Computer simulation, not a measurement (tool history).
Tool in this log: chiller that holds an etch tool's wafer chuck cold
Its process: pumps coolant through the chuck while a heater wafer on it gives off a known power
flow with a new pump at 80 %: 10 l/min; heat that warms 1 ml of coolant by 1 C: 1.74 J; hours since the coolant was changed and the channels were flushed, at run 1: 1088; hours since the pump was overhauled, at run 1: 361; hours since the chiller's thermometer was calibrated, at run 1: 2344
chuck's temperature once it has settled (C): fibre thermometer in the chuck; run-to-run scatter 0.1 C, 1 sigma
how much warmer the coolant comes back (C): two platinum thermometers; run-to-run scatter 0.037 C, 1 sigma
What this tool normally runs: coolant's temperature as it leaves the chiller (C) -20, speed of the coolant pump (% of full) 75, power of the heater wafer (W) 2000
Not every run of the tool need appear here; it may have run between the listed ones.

run    hour  coolant's temperature as it leaves the chiller (C)  speed of the coolant pump (% of full)  power of the heater wafer (W)  hours since the coolant was changed and the channels were flushed  hours since the pump was overhauled  hours since the chiller's thermometer was calibrated  chuck's temperature once it has settled (C)  how much warmer the coolant comes back (C)
  1       0                                                 -20                                     75                           2000                                                               1088                                  361                                                  2344                                          0.4                                        7.48
  2   128.8                                                 -20                                     74                           2000                                                               1217                                  490                                                  2473                                          0.6                                        7.43
  3   259.3                                                 -26                                     74                           2000                                                               1348                                  621                                                  2604                                         -5.4                                        7.51
  4   376.4                                                 -26                                     74                           2000                                                               1465                                  738                                                  2721                                         -5.5                                        7.47
  5   551.5                                                 -20                                     75                           2000                                                               1640                                  913                                                  2896                                          0.3                                        7.36
  6   696.6                                                 -20                                     75                           2000                                                               1785                                 1058                                                  3041                                          0.3                                        7.44
  7   824.9                                                 -20                                     75                           2000                                                               1913                                 1186                                                  3169                                          0.4                                        7.35
  8  1004.7                                                 -20                                     75                           2000                                                               2093                                 1366                                                  3349                                          0.6                                        7.34
  9  1161.8                                                 -20                                     75                           1766                                                               2250                                 1523                                                  3506                                           -2                                        6.48
 10  1242.6                                                 -20                                     75                           1766                                                               2331                                 1604                                                  3587                                           -2                                        6.56
 11  1381.3                                                 -20                                     75                           2000                                                               2470                                 1743                                                  3726                                          0.2                                        7.35
 12  1538.6                                                 -20                                     75                           2000                                                               2627                                 1900                                                  3883                                          0.5                                        7.36
 13  1701.9                                                 -20                                     75                           2000                                                               2790                                 2063                                                  4046                                          0.3                                        7.38
 14  1842.8                                                 -20                                     97                           2000                                                               2931                                 2204                                                  4187                                         -3.1                                        5.63
 15  2014.9                                                 -20                                     97                           2000                                                               3103                                 2376                                                  4359                                         -2.9                                        5.61
 16  2139.1                                                 -20                                     97                           2000                                                               3227                                 2501                                                  4484                                         -3.1                                        5.66
 17  2301.8                                                 -20                                     97                           2000                                                               3390                                 2663                                                  4646                                           -3                                        5.64
 18  2381.2                                                 -30                                     97                           2663                                                               3470                                 2743                                                  4726                                         -7.3                                        7.45
 19  2526.9                                                 -27                                     99                           1165                                                               3615                                 2888                                                  4871                                        -17.4                                        3.18
 20  2662.6                                                 -19                                     63                           1959                                                               3751                                 3024                                                  5007                                          3.7                                        8.73
 21  2809.9                                                 -20                                     75                           2234                                                               3898                                 3171                                                  5154                                          2.7                                        8.31
 22  2918.8                                                 -20                                     98                           1421                                                               4007                                 3280                                                  5263                                           -8                                        3.93
 23  3020.3                                                 -20                                     98                           1421                                                               4109                                 3382                                                  5365                                           -8                                        3.92
 24  3158.7                                                 -20                                     98                           1421                                                               4247                                 3520                                                  5503                                         -8.1                                        3.93
 25  3305.2                                                 -16                                     75                           1267                                                               4394                                 3667                                                  5650                                         -3.3                                        4.71
 26  3454.9                                                 -18                                     97                           1136                                                               4543                                 3816                                                  5799                                         -8.4                                        3.22
 27  3611.9                                                 -18                                     97                           1136                                                               4700                                 3973                                                  5956                                         -8.6                                         3.2
     3632.5  -- chiller's thermometer calibrated
 28  3771.2                                                 -20                                     75                           2225                                                               4858                                 4132                                                   139                                          2.7                                        8.12
 29  3918.1                                                 -19                                     65                           1114                                                               5005                                 4279                                                   286                                         -6.3                                        4.76
 30  4063.3                                                 -25                                     74                           1114                                                               5151                                 4424                                                   431                                        -13.7                                        4.15
 31  4226.7                                                 -20                                     70                           1985                                                               5314                                 4587                                                   594                                          1.3                                        7.87
 32  4396.8                                                 -19                                     98                           2000                                                               5484                                 4757                                                   764                                         -2.3                                        5.55
 33  4571.2                                                 -20                                     75                           2050                                                               5658                                 4932                                                   939                                          0.9                                        7.55

Branching from run 33: 3 alternative next runs. What would each branch give?
  A  4710                                                 -20                                     60                           1752                                                               5797                                 5071                                                  1078                                            ?                                           ?
  B  4710                                                 -16                                     75                           2050                                                               5797                                 5071                                                  1078                                            ?                                           ?
  C  4710                                                 -30                                     94                           2000                                                               5797                                 5071                                                  1078                                            ?                                           ?

run  chuck's temperature once it has settled (C)  how much warmer the coolant comes back (C)
  A                                          1.2                                        8.19
  B                                            5                                        7.58
  C                                        -12.6                                        5.78
With the hidden condition removed and each run's random variation left untouched, the same runs would have given:
run  chuck's temperature once it has settled (C)  how much warmer the coolant comes back (C)
  A                                          1.2                                        8.19
  B                                            5                                        7.58
  C                                        -12.6                                        5.78

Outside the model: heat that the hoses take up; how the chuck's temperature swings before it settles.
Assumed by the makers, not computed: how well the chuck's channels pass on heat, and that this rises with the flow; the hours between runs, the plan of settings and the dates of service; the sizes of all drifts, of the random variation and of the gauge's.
